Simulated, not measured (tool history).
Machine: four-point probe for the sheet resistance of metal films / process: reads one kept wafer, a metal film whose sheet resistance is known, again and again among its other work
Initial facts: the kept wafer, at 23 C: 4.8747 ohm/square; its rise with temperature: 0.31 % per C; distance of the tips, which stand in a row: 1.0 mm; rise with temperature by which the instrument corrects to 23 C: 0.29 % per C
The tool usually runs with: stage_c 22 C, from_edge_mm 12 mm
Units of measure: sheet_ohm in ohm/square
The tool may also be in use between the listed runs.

{"run": 1, "hour": 0.0, "stage_c": 22, "from_edge_mm": 12, "sheet_ohm": 4.880663}
{"run": 2, "hour": 16.5, "stage_c": 22, "from_edge_mm": 12, "sheet_ohm": 4.882036}
{"run": 3, "hour": 35.2, "stage_c": 22, "from_edge_mm": 12, "sheet_ohm": 4.88178}
{"run": 4, "hour": 49.5, "stage_c": 22, "from_edge_mm": 12, "sheet_ohm": 4.882538}
{"run": 5, "hour": 59.7, "stage_c": 22, "from_edge_mm": 12, "sheet_ohm": 4.884064}
{"run": 6, "hour": 78.0, "stage_c": 22, "from_edge_mm": 12, "sheet_ohm": 4.88312}
{"run": 7, "hour": 91.4, "stage_c": 22, "from_edge_mm": 12, "sheet_ohm": 4.88305}
{"run": 8, "hour": 107.0, "stage_c": 22, "from_edge_mm": 4, "sheet_ohm": 5.024422}
{"run": 9, "hour": 116.2, "stage_c": 23, "from_edge_mm": 12, "sheet_ohm": 4.885662}
{"run": 10, "hour": 130.8, "stage_c": 23, "from_edge_mm": 12, "sheet_ohm": 4.883539}
{"run": 11, "hour": 140.7, "stage_c": 23, "from_edge_mm": 12, "sheet_ohm": 4.881847}
{"run": 12, "hour": 159.8, "stage_c": 22, "from_edge_mm": 5, "sheet_ohm": 4.967639}
{"run": 13, "hour": 176.7, "stage_c": 22, "from_edge_mm": 5, "sheet_ohm": 4.967315}
{"run": 14, "hour": 192.3, "stage_c": 22, "from_edge_mm": 5, "sheet_ohm": 4.969175}
{"run": 15, "hour": 205.8, "stage_c": 22, "from_edge_mm": 12, "sheet_ohm": 4.883857}
{"run": 16, "hour": 219.7, "stage_c": 18, "from_edge_mm": 62, "sheet_ohm": 4.862148}
{"run": 17, "hour": 228.0, "stage_c": 32, "from_edge_mm": 12, "sheet_ohm": 4.893017}
{"run": 18, "hour": 237.2, "stage_c": 28, "from_edge_mm": 19, "sheet_ohm": 4.878699}
{"run": 19, "hour": 246.6, "stage_c": 22, "from_edge_mm": 6, "sheet_ohm": 4.937452}
{"run": 20, "hour": 259.7, "stage_c": 20, "from_edge_mm": 4, "sheet_ohm": 5.019872}
{"run": 21, "hour": 268.2, "stage_c": 18, "from_edge_mm": 28, "sheet_ohm": 4.863158}
{"run": 22, "hour": 276.4, "stage_c": 30, "from_edge_mm": 29, "sheet_ohm": 4.875901}
{"run": 23, "hour": 288.1, "stage_c": 33, "from_edge_mm": 64, "sheet_ohm": 4.877526}
{"run": 24, "hour": 297.5, "stage_c": 18, "from_edge_mm": 5, "sheet_ohm": 4.961714}
{"run": 25, "hour": 311.9, "stage_c": 34, "from_edge_mm": 7, "sheet_ohm": 4.931335}
{"run": 26, "hour": 329.3, "stage_c": 35, "from_edge_mm": 12, "sheet_ohm": 4.89598}
{"run": 27, "hour": 343.3, "stage_c": 27, "from_edge_mm": 19, "sheet_ohm": 4.876799}
{"run": 28, "hour": 356.6, "stage_c": 31, "from_edge_mm": 8, "sheet_ohm": 4.914642}
{"run": 29, "hour": 368.9, "stage_c": 22, "from_edge_mm": 7, "sheet_ohm": 4.918112}

Consider 4 possible next runs. They are alternatives, not a sequence: every one starts from the tool as it was left by run 29. What does each give?
{"run": "A", "hour": 378.2, "stage_c": 19, "from_edge_mm": 12, "sheet_ohm": "?"}
{"run": "B", "hour": 378.2, "stage_c": 20, "from_edge_mm": 33, "sheet_ohm": "?"}
{"run": "C", "hour": 378.2, "stage_c": 25, "from_edge_mm": 48, "sheet_ohm": "?"}
{"run": "D", "hour": 378.2, "stage_c": 19, "from_edge_mm": 3, "sheet_ohm": "?"}

run=A sheet_ohm=4.878319
run=B sheet_ohm=4.864848
run=C sheet_ohm=4.869276
run=D sheet_ohm=5.135841
Stripped of hidden state, with their random variation kept, the same runs would have yielded:
run=A sheet_ohm=4.887401
run=B sheet_ohm=4.873901
run=C sheet_ohm=4.878306
run=D sheet_ohm=5.145371
